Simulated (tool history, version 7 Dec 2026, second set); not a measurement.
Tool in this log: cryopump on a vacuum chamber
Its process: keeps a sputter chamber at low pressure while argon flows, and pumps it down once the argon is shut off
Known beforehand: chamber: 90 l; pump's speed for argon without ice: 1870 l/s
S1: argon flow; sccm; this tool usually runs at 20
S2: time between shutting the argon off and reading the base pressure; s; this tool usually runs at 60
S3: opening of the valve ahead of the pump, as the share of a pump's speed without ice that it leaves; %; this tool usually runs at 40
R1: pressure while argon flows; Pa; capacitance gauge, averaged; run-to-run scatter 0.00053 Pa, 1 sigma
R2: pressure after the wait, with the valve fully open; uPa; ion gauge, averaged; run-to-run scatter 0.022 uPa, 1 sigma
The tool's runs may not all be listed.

Run 1, day 0.000: usual settings. Result: R1 0.0455 Pa, R2 1.11 uPa.
Run 2, day 0.888: usual settings. Result: R1 0.0464 Pa, R2 1.14 uPa.
Run 3, day 1.975: usual settings. Result: R1 0.0458 Pa, R2 1.09 uPa.
Run 4, day 3.108: usual settings. Result: R1 0.0461 Pa, R2 1.12 uPa.
Run 5, day 4.175: usual settings but S2 89 s. Result: R1 0.0457 Pa, R2 1.04 uPa.
Run 6, day 5.462: usual settings but S2 89 s. Result: R1 0.0463 Pa, R2 1.00 uPa.
Run 7, day 6.725: usual settings. Result: R1 0.0467 Pa, R2 1.16 uPa.
Run 8, day 7.362: usual settings. Result: R1 0.0470 Pa, R2 1.16 uPa.
Run 9, day 8.129: usual settings. Result: R1 0.0460 Pa, R2 1.18 uPa.
Run 10, day 9.433: usual settings. Result: R1 0.0448 Pa, R2 1.26 uPa.
Run 11, day 10.250: usual settings. Result: R1 0.0463 Pa, R2 1.19 uPa.
Run 12, day 11.779: usual settings. Result: R1 0.0468 Pa, R2 1.19 uPa.
Run 13, day 13.004: usual settings but S3 51 %. Result: R1 0.0372 Pa, R2 1.21 uPa.
Run 14, day 13.650: usual settings but S3 51 %. Result: R1 0.0367 Pa, R2 1.24 uPa.
Run 15, day 14.367: usual settings but S2 195 s. Result: R1 0.0468 Pa, R2 0.95 uPa.
Run 16, day 15.633: usual settings but S2 129 s. Result: R1 0.0472 Pa, R2 1.02 uPa.
Run 17, day 16.762: usual settings but S2 30 s. Result: R1 0.0468 Pa, R2 1.67 uPa.
Run 18, day 18.104: usual settings but S2 30 s. Result: R1 0.0465 Pa, R2 1.64 uPa.
Run 19, day 19.175: usual settings but S1 32 sccm, S3 23 %. Result: R1 0.1285 Pa, R2 1.30 uPa.
Run 20, day 20.683: usual settings but S1 17 sccm, S2 30 s, S3 23 %. Result: R1 0.0692 Pa, R2 1.67 uPa.
Run 21, day 22.192: usual settings but S1 27 sccm, S2 131 s, S3 38 %. Result: R1 0.0674 Pa, R2 1.10 uPa.
Run 22, day 23.521: usual settings but S1 32 sccm, S2 51 s, S3 34 %. Result: R1 0.0898 Pa, R2 1.37 uPa.
Run 23, day 24.858: usual settings but S1 11 sccm, S2 79 s, S3 20 %. Result: R1 0.0514 Pa, R2 1.25 uPa.
Run 24, day 25.792: usual settings but S1 24 sccm, S2 49 s, S3 53 %. Result: R1 0.0434 Pa, R2 1.45 uPa.
Run 25, day 26.975: usual settings but S1 24 sccm, S2 49 s, S3 53 %. Result: R1 0.0446 Pa, R2 1.46 uPa.
Run 26, day 27.662: usual settings but S1 24 sccm, S2 49 s, S3 53 %. Result: R1 0.0441 Pa, R2 1.49 uPa.
Run 27, day 28.433: usual settings but S2 163 s, S3 20 %. Result: R1 0.0934 Pa, R2 1.18 uPa.
Run 28, day 29.742: usual settings but S1 9 sccm, S2 190 s. Result: R1 0.0221 Pa, R2 1.15 uPa.
Run 29, day 30.954: usual settings but S1 9 sccm, S2 190 s. Result: R1 0.0215 Pa, R2 1.20 uPa.
Run 30, day 31.742: usual settings but S1 9 sccm, S2 190 s. Result: R1 0.0219 Pa, R2 1.16 uPa.
Run 31, day 33.196: usual settings but S1 9 sccm, S2 38 s, S3 44 %. Result: R1 0.0197 Pa, R2 1.62 uPa.
Run 32, day 33.838: usual settings but S1 12 sccm, S2 85 s, S3 19 %. Result: R1 0.0604 Pa, R2 1.34 uPa.
Run 33, day 34.471: usual settings but S1 12 sccm, S2 85 s, S3 19 %. Result: R1 0.0595 Pa, R2 1.36 uPa.
Run 34, day 35.308: usual settings but S1 8 sccm, S2 85 s, S3 16 %. Result: R1 0.0463 Pa, R2 1.34 uPa.
Run 35, day 36.083: usual settings but S2 172 s. Result: R1 0.0494 Pa, R2 1.22 uPa.

Alternative continuations, all from the tool just after run 35; predict every row:
Run A, day 36.883: usual settings but S1 36 sccm, S2 283 s. Result: R1 ?, R2 ?.
Run B, day 36.883: usual settings but S1 12 sccm, S2 70 s, S3 34 %. Result: R1 ?, R2 ?.
Run C, day 36.883: usual settings but S1 9 sccm, S2 129 s, S3 27 %. Result: R1 ?, R2 ?.

run      R1    R2
  A  0.0892  1.11
  B  0.0341  1.44
  C  0.0317  1.32
With the hidden condition removed and each run's random variation left untouched, the same runs would have given:
run      R1    R2
  A  0.0821  0.21
  B  0.0317  0.53
  C  0.0300  0.37
